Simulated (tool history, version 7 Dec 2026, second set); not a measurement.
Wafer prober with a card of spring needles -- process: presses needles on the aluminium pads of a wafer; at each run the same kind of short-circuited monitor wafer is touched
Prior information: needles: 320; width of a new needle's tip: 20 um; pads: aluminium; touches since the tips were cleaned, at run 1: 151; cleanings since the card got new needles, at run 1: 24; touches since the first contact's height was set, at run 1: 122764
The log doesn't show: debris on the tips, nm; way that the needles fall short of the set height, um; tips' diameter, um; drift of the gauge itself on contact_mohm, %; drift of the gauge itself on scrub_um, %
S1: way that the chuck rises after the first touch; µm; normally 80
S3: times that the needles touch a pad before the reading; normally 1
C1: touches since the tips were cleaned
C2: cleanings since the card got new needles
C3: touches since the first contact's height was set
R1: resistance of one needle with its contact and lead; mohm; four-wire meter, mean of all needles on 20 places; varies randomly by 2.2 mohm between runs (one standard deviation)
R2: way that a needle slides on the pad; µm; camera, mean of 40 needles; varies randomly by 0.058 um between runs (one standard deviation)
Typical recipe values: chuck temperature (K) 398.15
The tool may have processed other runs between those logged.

{"run": 1, "hour": 0.0, "S1": 80, "chuck temperature (K)": 398.15, "S3": 1, "C1": 151, "C2": 24, "C3": 122764, "R1": 251, "R2": 18.73}
{"hour": 11.4, "done": "tips cleaned on abrasive film"}
{"run": 2, "hour": 12.7, "S1": 80, "chuck temperature (K)": 398.15, "S3": 1, "C1": 486, "C2": 25, "C3": 127664, "R1": 261, "R2": 18.65}
{"hour": 23.7, "done": "tips cleaned on abrasive film"}
{"run": 3, "hour": 33.6, "S1": 80, "chuck temperature (K)": 398.15, "S3": 1, "C1": 3866, "C2": 26, "C3": 135765, "R1": 334, "R2": 18.81}
{"hour": 35.5, "done": "tips cleaned on abrasive film"}
{"hour": 47.2, "done": "tips cleaned on abrasive film"}
{"run": 4, "hour": 54.0, "S1": 80, "chuck temperature (K)": 398.15, "S3": 2, "C1": 2630, "C2": 28, "C3": 143633, "R1": 282, "R2": 18.73}
{"hour": 58.9, "done": "tips cleaned on abrasive film"}
{"run": 5, "hour": 64.3, "S1": 80, "chuck temperature (K)": 398.15, "S3": 2, "C1": 2129, "C2": 29, "C3": 147630, "R1": 273, "R2": 18.68}
{"hour": 70.3, "done": "tips cleaned on abrasive film"}
{"run": 6, "hour": 74.0, "S1": 80, "chuck temperature (K)": 398.15, "S3": 2, "C1": 1444, "C2": 30, "C3": 151337, "R1": 271, "R2": 18.57}
{"hour": 82.2, "done": "tips cleaned on abrasive film"}
{"run": 7, "hour": 89.6, "S1": 80, "chuck temperature (K)": 312.15, "S3": 1, "C1": 2895, "C2": 31, "C3": 157395, "R1": 299, "R2": 18.55}
{"hour": 93.5, "done": "tips cleaned on abrasive film"}
{"run": 8, "hour": 102.3, "S1": 80, "chuck temperature (K)": 317.15, "S3": 1, "C1": 3444, "C2": 32, "C3": 162311, "R1": 326, "R2": 18.52}
{"hour": 105.7, "done": "tips cleaned on abrasive film"}
{"hour": 117.4, "done": "tips cleaned on abrasive film"}
{"run": 9, "hour": 123.7, "S1": 80, "chuck temperature (K)": 317.15, "S3": 1, "C1": 2428, "C2": 34, "C3": 170537, "R1": 303, "R2": 18.58}
{"hour": 129.5, "done": "tips cleaned on abrasive film"}
{"run": 10, "hour": 137.6, "S1": 80, "chuck temperature (K)": 374.15, "S3": 1, "C1": 3161, "C2": 35, "C3": 175925, "R1": 316, "R2": 18.62}
{"hour": 141.0, "done": "tips cleaned on abrasive film"}
{"hour": 152.6, "done": "tips cleaned on abrasive film"}
{"run": 11, "hour": 160.1, "S1": 80, "chuck temperature (K)": 374.15, "S3": 1, "C1": 2944, "C2": 37, "C3": 184621, "R1": 316, "R2": 18.49}
{"hour": 165.3, "done": "tips cleaned on abrasive film"}
{"hour": 176.6, "done": "tips cleaned on abrasive film"}
{"run": 12, "hour": 179.9, "S1": 80, "chuck temperature (K)": 398.15, "S3": 1, "C1": 1318, "C2": 39, "C3": 192261, "R1": 292, "R2": 18.4}
{"hour": 188.8, "done": "tips cleaned on abrasive film"}
{"hour": 200.1, "done": "tips cleaned on abrasive film"}
{"run": 13, "hour": 200.9, "S1": 80, "chuck temperature (K)": 398.15, "S3": 1, "C1": 307, "C2": 41, "C3": 200356, "R1": 267, "R2": 18.5}
{"run": 14, "hour": 210.8, "S1": 80, "chuck temperature (K)": 398.15, "S3": 1, "C1": 4165, "C2": 41, "C3": 204214, "R1": 339, "R2": 18.39}
{"hour": 213.1, "done": "tips cleaned on abrasive film"}
{"hour": 224.5, "done": "tips cleaned on abrasive film"}
{"run": 15, "hour": 228.5, "S1": 80, "chuck temperature (K)": 398.15, "S3": 1, "C1": 1569, "C2": 43, "C3": 211037, "R1": 286, "R2": 18.42}
{"hour": 235.9, "done": "tips cleaned on abrasive film"}
{"hour": 247.5, "done": "tips cleaned on abrasive film"}
{"run": 16, "hour": 249.8, "S1": 80, "chuck temperature (K)": 358.15, "S3": 1, "C1": 895, "C2": 45, "C3": 219232, "R1": 264, "R2": 18.36}
{"hour": 258.9, "done": "tips cleaned on abrasive film"}
{"run": 17, "hour": 267.6, "S1": 76, "chuck temperature (K)": 338.15, "S3": 3, "C1": 3375, "C2": 46, "C3": 226130, "R1": 266, "R2": 17.42}
{"hour": 270.6, "done": "tips cleaned on abrasive film"}
{"hour": 280.1, "done": "height of the first contact set anew"}
{"hour": 282.1, "done": "tips cleaned on abrasive film"}
{"run": 18, "hour": 288.5, "S1": 88, "chuck temperature (K)": 370.15, "S3": 1, "C1": 2470, "C2": 48, "C3": 3244, "R1": 287, "R2": 21.18}
{"hour": 293.6, "done": "tips cleaned on abrasive film"}
{"hour": 305.8, "done": "tips cleaned on abrasive film"}
{"run": 19, "hour": 307.6, "S1": 74, "chuck temperature (K)": 325.15, "S3": 1, "C1": 694, "C2": 50, "C3": 10611, "R1": 265, "R2": 17.79}
{"hour": 317.5, "done": "tips cleaned on abrasive film"}
{"hour": 330.2, "done": "tips cleaned on abrasive film"}
{"run": 20, "hour": 330.2, "S1": 80, "chuck temperature (K)": 398.15, "S3": 2, "C1": 0, "C2": 52, "C3": 19336, "R1": 246, "R2": 19.1}
{"hour": 342.1, "done": "tips cleaned on abrasive film"}
{"run": 21, "hour": 344.6, "S1": 82, "chuck temperature (K)": 309.15, "S3": 1, "C1": 987, "C2": 53, "C3": 24906, "R1": 249, "R2": 19.54}
{"hour": 354.8, "done": "tips cleaned on abrasive film"}
{"run": 22, "hour": 360.9, "S1": 82, "chuck temperature (K)": 309.15, "S3": 1, "C1": 2383, "C2": 54, "C3": 31233, "R1": 290, "R2": 19.51}
{"hour": 366.6, "done": "tips cleaned on abrasive film"}
{"hour": 378.9, "done": "tips cleaned on abrasive film"}
{"run": 23, "hour": 382.3, "S1": 82, "chuck temperature (K)": 309.15, "S3": 1, "C1": 1327, "C2": 56, "C3": 39471, "R1": 262, "R2": 19.48}
{"hour": 390.0, "done": "tips cleaned on abrasive film"}
{"run": 24, "hour": 392.6, "S1": 76, "chuck temperature (K)": 307.15, "S3": 1, "C1": 998, "C2": 57, "C3": 43445, "R1": 264, "R2": 17.98}
{"hour": 401.2, "done": "tips cleaned on abrasive film"}
{"run": 25, "hour": 403.7, "S1": 81, "chuck temperature (K)": 398.15, "S3": 3, "C1": 978, "C2": 58, "C3": 47742, "R1": 247, "R2": 19.29}
{"hour": 412.3, "done": "tips cleaned on abrasive film"}
{"run": 26, "hour": 422.7, "S1": 65, "chuck temperature (K)": 324.15, "S3": 1, "C1": 4055, "C2": 59, "C3": 55107, "R1": 399, "R2": 15.33}
{"hour": 424.0, "done": "tips cleaned on abrasive film"}
{"hour": 435.4, "done": "tips cleaned on abrasive film"}
{"run": 27, "hour": 444.8, "S1": 67, "chuck temperature (K)": 336.15, "S3": 1, "C1": 3690, "C2": 61, "C3": 63639, "R1": 372, "R2": 15.8}
{"hour": 447.1, "done": "tips cleaned on abrasive film"}
{"run": 28, "hour": 456.6, "S1": 63, "chuck temperature (K)": 391.15, "S3": 2, "C1": 3700, "C2": 62, "C3": 68192, "R1": 325, "R2": 14.8}
{"hour": 458.4, "done": "tips cleaned on abrasive film"}
{"hour": 470.9, "done": "tips cleaned on abrasive film"}
{"run": 29, "hour": 476.0, "S1": 80, "chuck temperature (K)": 334.15, "S3": 1, "C1": 1955, "C2": 64, "C3": 75642, "R1": 294, "R2": 18.83}
{"hour": 482.1, "done": "tips cleaned on abrasive film"}
{"hour": 493.5, "done": "tips cleaned on abrasive film"}
{"run": 30, "hour": 493.5, "S1": 80, "chuck temperature (K)": 334.15, "S3": 1, "C1": 0, "C2": 66, "C3": 82392, "R1": 232, "R2": 18.67}
{"hour": 505.7, "done": "tips cleaned on abrasive film"}
{"run": 31, "hour": 508.0, "S1": 80, "chuck temperature (K)": 309.15, "S3": 2, "C1": 899, "C2": 67, "C3": 88012, "R1": 244, "R2": 18.83}
{"hour": 517.2, "done": "tips cleaned on abrasive film"}
{"run": 32, "hour": 520.7, "S1": 80, "chuck temperature (K)": 304.15, "S3": 2, "C1": 1345, "C2": 68, "C3": 92892, "R1": 248, "R2": 18.87}

Branching from run 32: 3 alternative next runs. What would each branch give?
{"hour": 529.2, "done": "tips cleaned on abrasive film"}
{"hour": 541.0, "done": "tips cleaned on abrasive film"}
{"run": "A", "hour": 541.0, "S1": 96, "chuck temperature (K)": 337.15, "S3": 1, "C1": 0, "C2": 70, "C3": 100733, "R1": "?", "R2": "?"}
{"hour": 529.2, "done": "tips cleaned on abrasive film"}
{"hour": 541.0, "done": "tips cleaned on abrasive film"}
{"run": "B", "hour": 541.0, "S1": 62, "chuck temperature (K)": 303.15, "S3": 2, "C1": 0, "C2": 70, "C3": 100733, "R1": "?", "R2": "?"}
{"hour": 529.2, "done": "tips cleaned on abrasive film"}
{"hour": 541.0, "done": "tips cleaned on abrasive film"}
{"run": "C", "hour": 541.0, "S1": 81, "chuck temperature (K)": 331.15, "S3": 1, "C1": 0, "C2": 70, "C3": 100733, "R1": "?", "R2": "?"}

run=A R1=226 R2=22.67
run=B R1=230 R2=14.41
run=C R1=228 R2=19.14
The same runs, with their run-to-run variation unchanged, on a tool lacking any hidden condition would have given:
run=A R1=220 R2=23.08
run=B R1=221 R2=14.82
run=C R1=219 R2=19.56
